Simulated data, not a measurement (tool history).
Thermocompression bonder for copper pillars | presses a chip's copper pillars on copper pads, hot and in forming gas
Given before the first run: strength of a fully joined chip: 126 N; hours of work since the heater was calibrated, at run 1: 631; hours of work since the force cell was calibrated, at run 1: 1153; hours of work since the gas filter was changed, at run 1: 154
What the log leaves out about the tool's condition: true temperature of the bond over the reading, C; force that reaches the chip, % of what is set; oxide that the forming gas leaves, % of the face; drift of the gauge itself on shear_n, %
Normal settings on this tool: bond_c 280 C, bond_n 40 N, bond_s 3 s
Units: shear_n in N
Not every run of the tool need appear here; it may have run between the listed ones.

run	hour	bond_c	bond_n	bond_s	hours of work since the heater was calibrated	hours of work since the force cell was calibrated	hours of work since the gas filter was changed	shear_n
1	0	280	40	3	631	1153	154	80.1
2	17.1	280	40	3	644	1166	166	82.1
3	32.7	280	40	3	655	1177	177	82.1
4	46.2	280	40	3	665	1187	187	79
5	64.7	280	40	3	678	1200	200	77.6
6	95.8	280	50	3	701	1222	223	89.6
7	124.5	268	40	3	721	1243	243	68.9
# hour 145.7: force cell calibrated
8	153	268	40	3	741	5	263	69.4
9	181	268	40	3	761	26	283	69.7
10	202.8	268	40	3	777	41	299	70.3
11	218.6	268	40	3	788	53	310	69.1
12	239.6	268	40	3	803	68	326	68.3
13	267.5	280	40	3	823	88	346	76.8
# hour 298.1: forming gas filter changed
14	299.9	280	40	3	846	111	1	87.3
15	330.1	280	40	3	868	133	23	86
16	349.3	280	36	3	882	147	37	80.7
17	364.3	280	36	4	893	157	48	87.2
18	378.4	280	51	4	903	168	58	102.4
19	400.5	254	51	4	919	184	74	79.2
20	424.9	254	51	4	937	201	92	78.6
21	444	293	40	2	951	215	105	87.4
22	464.6	268	44	3	965	230	120	78.4
23	491.9	268	54	3	985	250	140	88.1
24	522.4	280	26	3	1007	272	162	62.7
25	553.7	280	50	3	1030	294	185	94.4
26	578.6	307	26	5	1048	312	203	94.5
27	610	280	44	2	1070	335	225	76.1
28	628.9	302	50	2	1084	349	239	96.8
29	650.3	275	45	6	1100	364	254	94.1
30	663.7	275	45	6	1109	374	264	94.6
31	689.8	280	37	3	1128	393	283	74.9
32	720.5	300	34	3	1150	415	305	84.7
33	746.9	300	34	3	1169	434	324	86
34	766	280	31	3	1183	448	338	66.7
35	786.3	280	31	3	1198	462	353	64
36	803.1	290	35	3	1210	474	365	80.2
# hour 808.8: forming gas filter changed
37	833.4	290	35	3	1231	496	18	88.9
38	856.2	290	35	3	1248	512	34	90.1
39	885.1	280	41	3	1269	533	55	87.9
40	911.8	267	50	6	1288	553	74	101.1

Here are 4 independent what-if runs from the current tool condition. What would each one return?
A	943.7	301	38	3	1311	576	97	?
B	943.7	261	50	4	1311	576	97	?
C	943.7	300	40	2	1311	576	97	?
D	943.7	280	40	2	1311	576	97	?

run	shear_n
A	97
B	85.8
C	93.9
D	79
With the hidden condition removed and each run's random variation left untouched, the same runs would have given:
run	shear_n
A	96.7
B	83.8
C	93.1
D	77
